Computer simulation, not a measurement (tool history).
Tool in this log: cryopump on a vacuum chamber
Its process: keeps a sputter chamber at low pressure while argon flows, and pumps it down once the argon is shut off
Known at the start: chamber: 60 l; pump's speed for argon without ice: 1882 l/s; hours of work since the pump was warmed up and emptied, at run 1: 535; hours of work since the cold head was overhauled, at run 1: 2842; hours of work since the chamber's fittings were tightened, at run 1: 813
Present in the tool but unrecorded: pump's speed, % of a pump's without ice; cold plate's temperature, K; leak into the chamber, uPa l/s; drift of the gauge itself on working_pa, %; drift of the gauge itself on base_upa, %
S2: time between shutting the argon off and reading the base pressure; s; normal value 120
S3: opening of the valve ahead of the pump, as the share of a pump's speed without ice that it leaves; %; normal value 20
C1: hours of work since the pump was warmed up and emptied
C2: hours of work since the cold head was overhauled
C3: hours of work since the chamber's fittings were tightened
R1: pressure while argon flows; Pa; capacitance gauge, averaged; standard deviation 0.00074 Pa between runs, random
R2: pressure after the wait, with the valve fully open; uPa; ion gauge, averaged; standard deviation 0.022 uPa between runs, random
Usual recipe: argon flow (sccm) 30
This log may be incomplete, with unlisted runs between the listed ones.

Run 1, day 0: usual settings; C1 535; C2 2842; C3 813. Result: R1 0.1448 Pa, R2 1.68 uPa.
Run 2, day 2.862: usual settings; C1 591; C2 2898; C3 870. Result: R1 0.1445 Pa, R2 1.82 uPa.
Run 3, day 5.717: usual settings; C1 647; C2 2954; C3 926. Result: R1 0.1468 Pa, R2 1.84 uPa.
At day 6.317: pump warmed up, emptied and cooled again.
Run 4, day 8.033: usual settings; C1 34; C2 2996; C3 967. Result: R1 0.1366 Pa, R2 1.55 uPa.
Run 5, day 11.292: usual settings; C1 98; C2 3060; C3 1031. Result: R1 0.1354 Pa, R2 1.63 uPa.
Run 6, day 14.033: usual settings; C1 152; C2 3114; C3 1085. Result: R1 0.1362 Pa, R2 1.72 uPa.
Run 7, day 17.75: usual settings; C1 225; C2 3187; C3 1158. Result: R1 0.1385 Pa, R2 1.85 uPa.
Run 8, day 20.775: usual settings but S3 17 %; C1 284; C2 3246; C3 1218. Result: R1 0.1635 Pa, R2 2.01 uPa.
Run 9, day 24.542: usual settings but S3 45 %; C1 358; C2 3320; C3 1292. Result: R1 0.0661 Pa, R2 2.1 uPa.
Run 10, day 26.892: usual settings but S3 16 %; C1 404; C2 3366; C3 1338. Result: R1 0.174 Pa, R2 2.14 uPa.
Run 11, day 29.404: usual settings but S3 16 %; C1 454; C2 3416; C3 1387. Result: R1 0.1765 Pa, R2 2.39 uPa.
Run 12, day 32.421: usual settings but S2 36 s; C1 513; C2 3475; C3 1447. Result: R1 0.1443 Pa, R2 3.74 uPa.
Run 13, day 36.592: usual settings but S2 36 s; C1 595; C2 3557; C3 1529. Result: R1 0.1442 Pa, R2 3.84 uPa.
At day 40.038: pump warmed up, emptied and cooled again.
Run 14, day 40.788: usual settings; C1 15; C2 3635; C3 1607. Result: R1 0.1348 Pa, R2 2.13 uPa.
Run 15, day 44.9: usual settings; C1 96; C2 3716; C3 1688. Result: R1 0.136 Pa, R2 2.31 uPa.
Run 16, day 47.483: usual settings; C1 146; C2 3767; C3 1739. Result: R1 0.1378 Pa, R2 2.4 uPa.
Run 17, day 49.821: usual settings; C1 192; C2 3813; C3 1785. Result: R1 0.1376 Pa, R2 2.5 uPa.
Run 18, day 52.746: usual settings but argon flow (sccm) 14, S3 53 %; C1 250; C2 3871; C3 1842. Result: R1 0.0267 Pa, R2 2.6 uPa.
Run 19, day 57.212: usual settings but argon flow (sccm) 57, S2 42 s, S3 52 %; C1 338; C2 3958; C3 1930. Result: R1 0.1098 Pa, R2 3.77 uPa.
Run 20, day 59.383: usual settings but argon flow (sccm) 57, S2 42 s, S3 52 %; C1 380; C2 4001; C3 1973. Result: R1 0.1129 Pa, R2 3.75 uPa.
At day 60.738: leaking fittings of the chamber tightened, without venting.
Run 21, day 63.238: usual settings but argon flow (sccm) 43, S2 26 s, S3 32 %; C1 454; C2 4075; C3 49. Result: R1 0.1343 Pa, R2 2.65 uPa.
Run 22, day 68.333: usual settings but S3 16 %; C1 555; C2 4175; C3 149. Result: R1 0.1792 Pa, R2 0.92 uPa.
Run 23, day 70.554: usual settings but S3 16 %; C1 598; C2 4219; C3 193. Result: R1 0.1795 Pa, R2 1.01 uPa.
At day 73.879: pump warmed up, emptied and cooled again.
Run 24, day 73.879: usual settings but argon flow (sccm) 45, S2 270 s; C1 0; C2 4280; C3 254. Result: R1 0.2042 Pa, R2 0.63 uPa.
Run 25, day 77.875: usual settings but argon flow (sccm) 45, S2 270 s; C1 79; C2 4359; C3 333. Result: R1 0.2056 Pa, R2 0.73 uPa.
Run 26, day 82.267: usual settings but argon flow (sccm) 48, S2 272 s; C1 165; C2 4445; C3 419. Result: R1 0.2211 Pa, R2 0.87 uPa.
Run 27, day 86.729: usual settings but argon flow (sccm) 48, S2 62 s, S3 51 %; C1 253; C2 4533; C3 507. Result: R1 0.0923 Pa, R2 1.78 uPa.
Run 28, day 89.471: usual settings but argon flow (sccm) 17, S2 21 s, S3 51 %; C1 307; C2 4587; C3 561. Result: R1 0.0331 Pa, R2 3.66 uPa.
Run 29, day 92.292: usual settings but argon flow (sccm) 16, S2 32 s, S3 18 %; C1 362; C2 4642; C3 616. Result: R1 0.0826 Pa, R2 2.82 uPa.
Run 30, day 94.712: usual settings but argon flow (sccm) 21, S2 40 s, S3 40 %; C1 410; C2 4690; C3 664. Result: R1 0.051 Pa, R2 2.58 uPa.
Run 31, day 99.283: usual settings but argon flow (sccm) 41, S2 40 s, S3 43 %; C1 499; C2 4780; C3 754. Result: R1 0.0987 Pa, R2 2.6 uPa.
Run 32, day 104.012: usual settings but argon flow (sccm) 41, S2 40 s, S3 43 %; C1 592; C2 4873; C3 847. Result: R1 0.1015 Pa, R2 2.89 uPa.
At day 107.621: pump warmed up, emptied and cooled again.
Run 33, day 108.65: usual settings but argon flow (sccm) 25, S2 51 s, S3 17 %; C1 20; C2 4960; C3 934. Result: R1 0.1343 Pa, R2 2.28 uPa.
Run 34, day 112.167: usual settings but argon flow (sccm) 25, S2 51 s, S3 17 %; C1 89; C2 5029; C3 1003. Result: R1 0.1337 Pa, R2 2.33 uPa.

Across each entry between runs, compare the hidden state at the last listed run before it with the hidden state at the first listed run after it:
Logged between run 3 and run 4: pump warmed up, emptied and cooled again (day 6.317)
  pump's speed, % of a pump's without ice: 71.6 -> 98.4; leak into the chamber, uPa l/s: 1825 -> 1892
  difference, measured minus the result without the unlogged condition, R1: +0.0116 -> +0.0011 Pa; R2: +1.21 -> +0.88 uPa
Logged between run 13 and run 14: pump warmed up, emptied and cooled again (day 40.038)
  pump's speed, % of a pump's without ice: 72.1 -> 98.8; cold plate's temperature, K: 13.28 -> 13.3; leak into the chamber, uPa l/s: 2868 -> 3000
  difference, measured minus the result without the unlogged condition, R1: +0.0113 -> +0.0011 Pa; R2: +2.01 -> +1.48 uPa
Logged between run 20 and run 21: leaking fittings of the chamber tightened, without venting (day 60.738)
  pump's speed, % of a pump's without ice: 81.7 -> 78.1; cold plate's temperature, K: 13.38 -> 13.4; leak into the chamber, uPa l/s: 3614 -> 411
  difference, measured minus the result without the unlogged condition, R1: +0.0133 -> +0.0123 Pa; R2: +2.21 -> +0.13 uPa
Logged between run 23 and run 24: pump warmed up, emptied and cooled again (day 73.879)
  pump's speed, % of a pump's without ice: 71.9 -> 99; cold plate's temperature, K: 13.43 -> 13.45; leak into the chamber, uPa l/s: 661 -> 766
  difference, measured minus the result without the unlogged condition, R1: +0.0116 -> +0.0016 Pa; R2: +0.34 -> +0.26 uPa
Logged between run 32 and run 33: pump warmed up, emptied and cooled again (day 107.621)
  pump's speed, % of a pump's without ice: 72.1 -> 98.8; cold plate's temperature, K: 13.58 -> 13.6; leak into the chamber, uPa l/s: 1769 -> 1905
  difference, measured minus the result without the unlogged condition, R1: +0.0158 -> +0.0011 Pa; R2: +1.2 -> +0.91 uPa
